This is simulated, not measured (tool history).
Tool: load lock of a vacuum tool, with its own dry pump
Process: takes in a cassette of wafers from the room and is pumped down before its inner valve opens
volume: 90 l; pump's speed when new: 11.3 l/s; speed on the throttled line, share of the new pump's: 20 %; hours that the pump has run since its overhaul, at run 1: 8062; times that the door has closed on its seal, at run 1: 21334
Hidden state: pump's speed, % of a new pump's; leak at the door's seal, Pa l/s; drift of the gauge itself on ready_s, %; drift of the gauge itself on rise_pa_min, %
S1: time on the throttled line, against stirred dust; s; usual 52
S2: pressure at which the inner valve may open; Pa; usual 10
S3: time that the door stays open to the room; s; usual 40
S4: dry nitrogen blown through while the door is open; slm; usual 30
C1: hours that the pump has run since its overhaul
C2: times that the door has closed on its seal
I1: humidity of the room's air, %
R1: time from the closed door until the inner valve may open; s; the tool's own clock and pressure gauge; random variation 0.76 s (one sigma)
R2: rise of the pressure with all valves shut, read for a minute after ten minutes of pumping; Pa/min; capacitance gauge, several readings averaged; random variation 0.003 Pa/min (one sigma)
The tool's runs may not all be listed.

run 1 day=0.000 | S1=52 S2=10 S3=40 S4=30 | C1=8062 C2=21334 | I1=41.7 | R1=123.4 R2=0.100
run 2 day=5.404 | S1=52 S2=10 S3=40 S4=30 | C1=8192 C2=21576 | I1=49.7 | R1=121.9 R2=0.106
run 3 day=9.633 | S1=52 S2=10 S3=40 S4=30 | C1=8294 C2=21766 | I1=44.3 | R1=124.3 R2=0.104
run 4 day=17.367 | S1=52 S2=10 S3=40 S4=30 | C1=8479 C2=22113 | I1=45.0 | R1=123.4 R2=0.105
run 5 day=25.200 | S1=83 S2=10 S3=40 S4=30 | C1=8667 C2=22464 | I1=46.1 | R1=146.7 R2=0.108
run 6 day=32.638 | S1=83 S2=10 S3=40 S4=30 | C1=8846 C2=22798 | I1=43.1 | R1=147.0 R2=0.107
run 7 day=39.358 | S1=83 S2=10 S3=40 S4=30 | C1=9007 C2=23099 | I1=44.5 | R1=146.3 R2=0.117
run 8 day=47.729 | S1=83 S2=10 S3=40 S4=30 | C1=9208 C2=23475 | I1=45.9 | R1=146.3 R2=0.110
run 9 day=53.962 | S1=52 S2=10 S3=40 S4=30 | C1=9357 C2=23754 | I1=44.8 | R1=125.0 R2=0.114
run 10 day=57.758 | S1=52 S2=10 S3=40 S4=30 | C1=9449 C2=23924 | I1=42.2 | R1=124.6 R2=0.117
run 11 day=62.821 | S1=52 S2=10 S3=40 S4=30 | C1=9570 C2=24151 | I1=47.5 | R1=123.6 R2=0.125
run 12 day=67.671 | S1=71 S2=10 S3=40 S4=30 | C1=9686 C2=24369 | I1=46.3 | R1=138.7 R2=0.128
run 13 day=75.988 | S1=71 S2=10 S3=40 S4=30 | C1=9886 C2=24742 | I1=43.5 | R1=137.3 R2=0.117
run 14 day=82.183 | S1=71 S2=10 S3=40 S4=30 | C1=10035 C2=25020 | I1=45.2 | R1=138.2 R2=0.132
run 15 day=86.783 | S1=86 S2=10 S3=40 S4=30 | C1=10145 C2=25226 | I1=47.7 | R1=151.6 R2=0.126
run 16 day=92.258 | S1=52 S2=10 S3=40 S4=30 | C1=10277 C2=25471 | I1=45.7 | R1=125.4 R2=0.125
run 17 day=97.521 | S1=58 S2=9 S3=40 S4=30 | C1=10403 C2=25707 | I1=44.2 | R1=131.0 R2=0.129
run 18 day=104.696 | S1=58 S2=9 S3=40 S4=30 | C1=10575 C2=26029 | I1=47.3 | R1=129.9 R2=0.128
run 19 day=108.304 | S1=58 S2=9 S3=40 S4=30 | C1=10662 C2=26191 | I1=43.5 | R1=131.4 R2=0.129
run 20 day=115.550 | S1=43 S2=9 S3=196 S4=30 | C1=10836 C2=26516 | I1=45.6 | R1=120.1 R2=0.145
run 21 day=122.850 | S1=95 S2=20 S3=46 S4=44 | C1=11011 C2=26843 | I1=47.6 | R1=151.2 R2=0.138
run 22 day=127.721 | S1=83 S2=9 S3=102 S4=16 | C1=11128 C2=27062 | I1=44.1 | R1=151.5 R2=0.143
run 23 day=134.354 | S1=83 S2=19 S3=136 S4=14 | C1=11287 C2=27359 | I1=46.4 | R1=143.3 R2=0.165
run 24 day=139.446 | S1=83 S2=19 S3=136 S4=14 | C1=11409 C2=27588 | I1=41.9 | R1=145.1 R2=0.160
run 25 day=146.254 | S1=62 S2=14 S3=158 S4=5 | C1=11572 C2=27893 | I1=48.1 | R1=132.0 R2=0.195
run 26 day=153.750 | S1=100 S2=10 S3=54 S4=30 | C1=11752 C2=28229 | I1=47.0 | R1=164.0 R2=0.149
run 27 day=161.567 | S1=100 S2=10 S3=74 S4=10 | C1=11940 C2=28579 | I1=46.5 | R1=163.7 R2=0.167
run 28 day=166.246 | S1=100 S2=10 S3=74 S4=10 | C1=12052 C2=28789 | I1=50.6 | R1=164.4 R2=0.174
run 29 day=174.067 | S1=100 S2=10 S3=74 S4=10 | C1=12240 C2=29140 | I1=44.8 | R1=162.5 R2=0.171
run 30 day=179.625 | S1=54 S2=16 S3=104 S4=26 | C1=12373 C2=29389 | I1=44.5 | R1=123.7 R2=0.158
run 31 day=186.533 | S1=54 S2=16 S3=104 S4=26 | C1=12539 C2=29699 | I1=41.8 | R1=123.7 R2=0.160

5 ways to go on from here, each from the tool as it stands after run 31. What would each give?
run A day=190.696 | S1=69 S2=10 S3=40 S4=30 | C1=12639 C2=29886 | I1=47.0 | R1=? R2=?
run B day=190.696 | S1=31 S2=14 S3=104 S4=14 | C1=12639 C2=29886 | I1=45.5 | R1=? R2=?
run C day=190.696 | S1=52 S2=10 S3=40 S4=40 | C1=12639 C2=29886 | I1=48.9 | R1=? R2=?
run D day=190.696 | S1=59 S2=16 S3=69 S4=26 | C1=12639 C2=29886 | I1=46.9 | R1=? R2=?
run E day=190.696 | S1=54 S2=11 S3=57 S4=10 | C1=12639 C2=29886 | I1=42.5 | R1=? R2=?

run=A R1=140.4 R2=0.155
run=B R1=108.7 R2=0.174
run=C R1=127.2 R2=0.150
run=D R1=127.4 R2=0.159
run=E R1=126.4 R2=0.166
Without the tool's hidden state the same runs would have given:
run=A R1=129.4 R2=0.009
run=B R1=96.8 R2=0.030
run=C R1=115.7 R2=0.008
run=D R1=116.8 R2=0.014
run=E R1=115.3 R2=0.020

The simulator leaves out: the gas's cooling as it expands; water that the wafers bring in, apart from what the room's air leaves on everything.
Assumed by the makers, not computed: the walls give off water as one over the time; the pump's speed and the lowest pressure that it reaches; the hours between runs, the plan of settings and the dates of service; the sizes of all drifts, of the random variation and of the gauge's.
